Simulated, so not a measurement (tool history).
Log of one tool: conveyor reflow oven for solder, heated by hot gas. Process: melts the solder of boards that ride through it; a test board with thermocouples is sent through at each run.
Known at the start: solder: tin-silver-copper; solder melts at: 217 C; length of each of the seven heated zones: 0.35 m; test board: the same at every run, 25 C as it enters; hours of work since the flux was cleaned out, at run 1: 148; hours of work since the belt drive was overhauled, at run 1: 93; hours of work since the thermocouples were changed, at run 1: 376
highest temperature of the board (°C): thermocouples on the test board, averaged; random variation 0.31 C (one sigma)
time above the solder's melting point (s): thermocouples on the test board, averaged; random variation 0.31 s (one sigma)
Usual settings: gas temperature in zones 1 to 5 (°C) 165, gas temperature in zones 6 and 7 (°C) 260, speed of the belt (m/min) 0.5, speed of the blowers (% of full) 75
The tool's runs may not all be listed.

run,day,gas temperature in zones 1 to 5 (°C),gas temperature in zones 6 and 7 (°C),speed of the belt (m/min),speed of the blowers (% of full),hours of work since the flux was cleaned out,hours of work since the belt drive was overhauled,hours of work since the thermocouples were changed,highest temperature of the board (°C),time above the solder's melting point (s)
1,0,165,260,0.5,75,148,93,376,243,50.1
2,0.262,165,260,0.5,75,151,96,379,242.5,50.5
3,0.638,165,260,0.5,75,155,100,384,242.6,49.8
4,0.946,165,260,0.462,75,159,104,388,244.3,58.8
5,1.367,165,260,0.462,75,164,109,393,244.6,58.5
6,1.8,165,260,0.462,75,170,115,398,244.4,58.1
7,2.092,165,260,0.462,75,173,118,401,244.5,58.1
8,2.462,165,260,0.462,75,178,123,406,245.1,57.4
9,2.942,165,260,0.462,75,183,128,412,244.2,58.3
10,3.333,165,260,0.5,54,188,133,416,237.6,42.8
11,3.733,165,260,0.5,75,193,138,421,242.1,49.6
12,4.104,165,260,0.5,75,198,143,426,241.8,49.7
13,4.358,165,260,0.5,75,201,146,429,241.9,49.5
14,4.588,165,260,0.5,83,203,148,432,243.2,51.6
15,4.871,165,260,0.5,83,207,152,435,243.1,51.4
16,5.079,165,260,0.5,83,209,154,438,243.3,51.5
17,5.512,165,263,0.5,70,215,160,443,243.6,50.8
18,5.858,164,261,0.5,83,219,164,447,243.2,52.4
19,6.267,164,273,0.5,83,224,169,452,253.6,60.3
20,6.579,152,273,0.5,70,228,173,456,249.2,51.9
# day 6.829: flux residue cleaned out of gas plates and filters
21,7.079,165,256,0.5,64,3,176,459,234.4,38.9
22,7.396,165,256,0.418,57,7,180,463,239.4,56.7
23,7.767,153,260,0.5,75,11,185,468,237.5,39.8
24,8.1,153,260,0.5,75,15,189,472,236.7,39.9
25,8.467,168,259,0.456,59,20,193,476,240,52.9
26,8.679,169,258,0.592,67,22,196,479,231.2,27.9
27,9.075,173,266,0.5,75,27,200,484,247,57
28,9.442,173,266,0.5,75,32,205,488,246.3,57.4
# day 9.688: flux residue cleaned out of gas plates and filters, once more
29,9.938,165,250,0.5,75,3,208,492,235.1,42.5
30,10.129,179,270,0.563,67,5,211,494,249,54.2
31,10.383,180,273,0.462,78,8,214,497,260.9,77.8

3 ways to go on from here, each from the tool as it stands after run 31. What would each give?
A,10.596,176,249,0.5,75,11,216,500,?,?
B,10.596,165,250,0.5,86,11,216,500,?,?
C,10.596,180,273,0.401,78,11,216,500,?,?

run,highest temperature of the board (°C),time above the solder's melting point (s)
A,236,48.7
B,236.6,45.3
C,263.3,92.1
Without the tool's hidden state the same runs would have given:
run,highest temperature of the board (°C),time above the solder's melting point (s)
A,236.9,49.4
B,237.5,46.1
C,264.2,92

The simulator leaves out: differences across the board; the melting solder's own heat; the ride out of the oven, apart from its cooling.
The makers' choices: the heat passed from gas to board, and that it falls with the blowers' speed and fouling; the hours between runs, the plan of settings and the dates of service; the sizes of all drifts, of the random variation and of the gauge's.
